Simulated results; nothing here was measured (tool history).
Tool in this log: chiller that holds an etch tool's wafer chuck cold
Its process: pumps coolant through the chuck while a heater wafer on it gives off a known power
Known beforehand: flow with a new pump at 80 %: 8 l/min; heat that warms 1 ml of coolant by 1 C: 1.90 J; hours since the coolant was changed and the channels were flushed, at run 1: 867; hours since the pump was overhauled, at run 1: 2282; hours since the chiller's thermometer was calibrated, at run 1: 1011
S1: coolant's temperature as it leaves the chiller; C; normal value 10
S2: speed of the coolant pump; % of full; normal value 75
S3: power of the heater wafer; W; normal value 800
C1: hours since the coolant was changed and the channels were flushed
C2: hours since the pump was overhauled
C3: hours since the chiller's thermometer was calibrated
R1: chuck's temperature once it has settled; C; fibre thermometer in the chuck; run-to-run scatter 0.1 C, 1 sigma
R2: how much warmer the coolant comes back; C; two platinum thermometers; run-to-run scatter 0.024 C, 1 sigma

run   hour  S1  S2    S3    C1    C2    C3    R1    R2
  1      0  10  75   800   867  2282  1011  18.3  3.36
  2   84.6  10  75   800   951  2367  1096  18.3  3.34
  3    136  10  75   800  1003  2418  1147  18.4  3.32
  4  177.8  10  75   940  1044  2460  1189  19.9  3.89
  5  259.7   7  75   940  1126  2542  1271  16.8   3.9
  6  316.2  15  75   800  1183  2599  1327  23.4  3.27
  7  363.8  10  65   800  1230  2646  1375  19.5  3.81
  8    448  10  75   766  1315  2730  1459    18  3.09
  9  518.6  11  76  1094  1385  2801  1530  22.4  4.42
 10    603  16  96  1094  1470  2885  1614  25.3  3.43
 11  665.4  15  76   800  1532  2948  1677  23.3  3.11
 12  750.8  12  75  1100  1617  3033  1762  23.5   4.4
 13  806.3  12  90   507  1673  3089  1817  16.6  1.52

Predict the results of run 14:
 14  855.2  17  64  800  1722  3138  1866   ?   ?

Run 14 measured R1 26.3 C, R2 3.68 C.
On a tool with no hidden condition, and with the same random variation, this run would have come out at R1 26.3 C, R2 3.94 C.
